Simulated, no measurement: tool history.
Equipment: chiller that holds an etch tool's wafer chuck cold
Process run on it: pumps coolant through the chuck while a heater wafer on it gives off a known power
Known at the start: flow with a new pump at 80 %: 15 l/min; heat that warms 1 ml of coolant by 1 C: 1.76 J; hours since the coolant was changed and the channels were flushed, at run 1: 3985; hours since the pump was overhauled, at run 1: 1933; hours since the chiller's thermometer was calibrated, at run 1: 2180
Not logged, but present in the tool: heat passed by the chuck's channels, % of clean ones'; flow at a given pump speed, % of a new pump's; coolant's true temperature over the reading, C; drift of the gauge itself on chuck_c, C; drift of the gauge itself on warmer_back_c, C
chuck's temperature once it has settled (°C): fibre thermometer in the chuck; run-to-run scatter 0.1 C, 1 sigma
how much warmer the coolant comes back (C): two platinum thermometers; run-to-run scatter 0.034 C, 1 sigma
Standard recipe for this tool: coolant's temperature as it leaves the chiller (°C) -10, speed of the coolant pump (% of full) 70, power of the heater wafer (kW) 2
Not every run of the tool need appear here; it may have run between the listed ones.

run,day,coolant's temperature as it leaves the chiller (°C),speed of the coolant pump (% of full),power of the heater wafer (kW),hours since the coolant was changed and the channels were flushed,hours since the pump was overhauled,hours since the chiller's thermometer was calibrated,chuck's temperature once it has settled (°C),how much warmer the coolant comes back (C)
1,0,-10,70,2,3985,1933,2180,14.3,5.59
2,1.404,-10,70,2,4019,1967,2214,14.3,5.57
3,3.025,-10,70,2,4058,2006,2252,14.4,5.57
4,5.008,-10,70,2,4105,2054,2300,14.3,5.52
5,6.292,-10,70,1.78,4136,2084,2331,11.6,4.91
6,7.738,-10,70,1.766,4171,2119,2366,11.5,4.92
# day 9.279: coolant changed, channels flushed
7,9.95,-16,70,2,16,2166,2413,6.3,5.58
8,11.896,-16,70,2,63,2213,2459,6.3,5.65
9,13.125,-16,70,2,92,2242,2489,6.3,5.66
10,14.8,-16,70,2,132,2283,2529,6.3,5.66
11,16.629,-10,95,2,176,2326,2573,7.6,3.95
12,17.612,-10,95,2.761,200,2350,2597,14.3,5.56
13,19.571,-10,95,2.761,247,2397,2644,14.4,5.49
14,20.812,-10,95,2.761,277,2427,2673,14.2,5.51
15,22.8,-10,95,2.761,325,2475,2721,14.2,5.47
16,24.058,-10,70,2.873,355,2505,2751,22.7,8.04
17,25.108,-10,67,1.157,380,2530,2776,3.2,3.47
18,26.621,-10,67,1.157,416,2566,2813,3.3,3.42
19,28.575,-10,67,1.157,463,2613,2860,3.1,3.38
20,29.808,-10,70,2,493,2643,2889,12.5,5.65
21,31.379,-10,70,1.057,530,2680,2927,1.8,3
22,33.142,-10,61,1.057,573,2723,2969,3.1,3.54
23,34.45,-10,61,1.057,604,2754,3001,3.2,3.49
24,35.95,-10,61,1.057,640,2790,3037,2.9,3.53
25,36.971,-10,74,1.397,665,2815,3061,4.6,3.67
26,37.908,-1,97,1.548,687,2837,3084,12.3,3.02
27,39.062,-1,97,1.548,715,2865,3111,12.2,3.04
28,40.083,-1,68,2.477,739,2889,3136,28,7.22
29,41.817,-1,68,2.477,781,2931,3177,28.2,7.25
30,43.162,-19,92,2,813,2963,3210,-1.1,4.14
31,44.208,-4,66,2.477,838,2988,3235,25.8,7.51

Predict each of these 4 candidate next runs independently; none follows another, all start after run 31:
A,46.025,-12,76,2.368,882,3032,3278,?,?
B,46.025,-10,70,2.758,882,3032,3278,?,?
C,46.025,-1,96,1.081,882,3032,3278,?,?
D,46.025,-10,81,2.307,882,3032,3278,?,?

run,chuck's temperature once it has settled (°C),how much warmer the coolant comes back (C)
A,13.3,6.1
B,22,7.86
C,8.1,2.1
D,13.6,5.56
What these runs would have given with no unlogged condition in the tool:
run,chuck's temperature once it has settled (°C),how much warmer the coolant comes back (C)
A,12.2,5.62
B,20.4,7.25
C,8.3,1.93
D,12.7,5.13
